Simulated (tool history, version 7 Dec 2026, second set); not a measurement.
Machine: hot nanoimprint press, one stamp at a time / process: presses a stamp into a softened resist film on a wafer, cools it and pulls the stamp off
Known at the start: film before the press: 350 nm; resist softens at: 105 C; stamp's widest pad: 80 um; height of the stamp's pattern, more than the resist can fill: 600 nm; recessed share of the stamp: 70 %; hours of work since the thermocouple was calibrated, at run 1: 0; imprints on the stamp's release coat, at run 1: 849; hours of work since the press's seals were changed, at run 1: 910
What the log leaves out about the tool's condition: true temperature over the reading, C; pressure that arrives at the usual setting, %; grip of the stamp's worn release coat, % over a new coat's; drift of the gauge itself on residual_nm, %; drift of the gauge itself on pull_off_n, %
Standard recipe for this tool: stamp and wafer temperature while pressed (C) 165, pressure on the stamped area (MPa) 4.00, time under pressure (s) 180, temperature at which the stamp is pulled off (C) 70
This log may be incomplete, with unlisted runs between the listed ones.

run,day,stamp and wafer temperature while pressed (C),pressure on the stamped area (MPa),time under pressure (s),temperature at which the stamp is pulled off (C),hours of work since the thermocouple was calibrated,imprints on the stamp's release coat,hours of work since the press's seals were changed,resist left under the stamp's widest pad (nm),greatest force while the stamp is pulled off (N)
1,0.000,165,4.00,180,70,0,849,910,153.9,298
2,1.396,165,4.00,180,58,13,896,923,151.8,381
3,3.167,165,4.00,180,70,31,955,941,157.3,297
4,5.417,165,4.00,180,70,52,1030,962,153.9,310
5,7.071,165,4.00,180,75,68,1085,978,153.9,281
6,8.538,165,4.00,167,75,82,1135,992,159.9,279
7,9.908,165,4.00,167,75,96,1181,1005,158.3,276
8,11.812,165,4.00,167,75,114,1244,1024,158.7,285
9,13.471,165,4.00,167,75,130,1300,1040,159.3,283
10,15.250,165,2.93,180,70,147,1359,1057,179.1,339
11,16.879,165,4.00,180,67,163,1414,1073,156.8,365
12,18.188,165,4.00,180,74,175,1457,1085,157.8,318
13,19.633,166,4.00,180,74,189,1506,1099,149.1,295
14,21.329,159,4.00,180,70,206,1563,1116,204.4,353
15,23.612,159,4.00,180,70,228,1639,1138,204.5,349
16,25.075,174,4.40,180,70,242,1688,1152,103.8,363
# day 26.321: stamp cleaned and given a new release coat
17,26.917,165,4.53,341,70,257,20,1167,120.2,251
18,29.129,165,3.31,147,77,278,94,1188,189.0,213
19,30.721,166,3.52,157,63,294,147,1204,173.4,292
20,32.375,166,4.63,324,71,310,203,1220,115.0,241
21,34.296,175,3.05,94,74,328,267,1238,154.6,240
22,35.496,175,3.05,94,74,340,307,1250,153.6,242
23,37.646,175,3.05,94,74,360,379,1270,154.1,242
24,38.762,165,3.97,180,78,371,416,1281,163.5,213
25,41.271,165,3.97,180,78,395,500,1305,163.8,226
26,42.646,165,3.97,180,78,409,546,1319,164.4,227
27,44.792,165,5.64,198,75,429,618,1339,136.6,257
28,46.404,173,4.00,338,57,445,672,1355,89.5,390
29,47.588,170,4.00,168,57,456,711,1366,136.3,385

Predict each of these 3 candidate next runs independently; none follows another, all start after run 29:
A,48.642,162,4.00,116,63,466,747,1376,?,?
B,48.642,165,4.00,105,70,466,747,1376,?,?
C,48.642,165,4.00,127,70,466,747,1376,?,?

run,resist left under the stamp's widest pad (nm),greatest force while the stamp is pulled off (N)
A,215.9,349
B,196.6,304
C,185.5,294
Without the tool's hidden state the same runs would have given:
run,resist left under the stamp's widest pad (nm),greatest force while the stamp is pulled off (N)
A,198.6,280
B,180.2,242
C,169.4,234
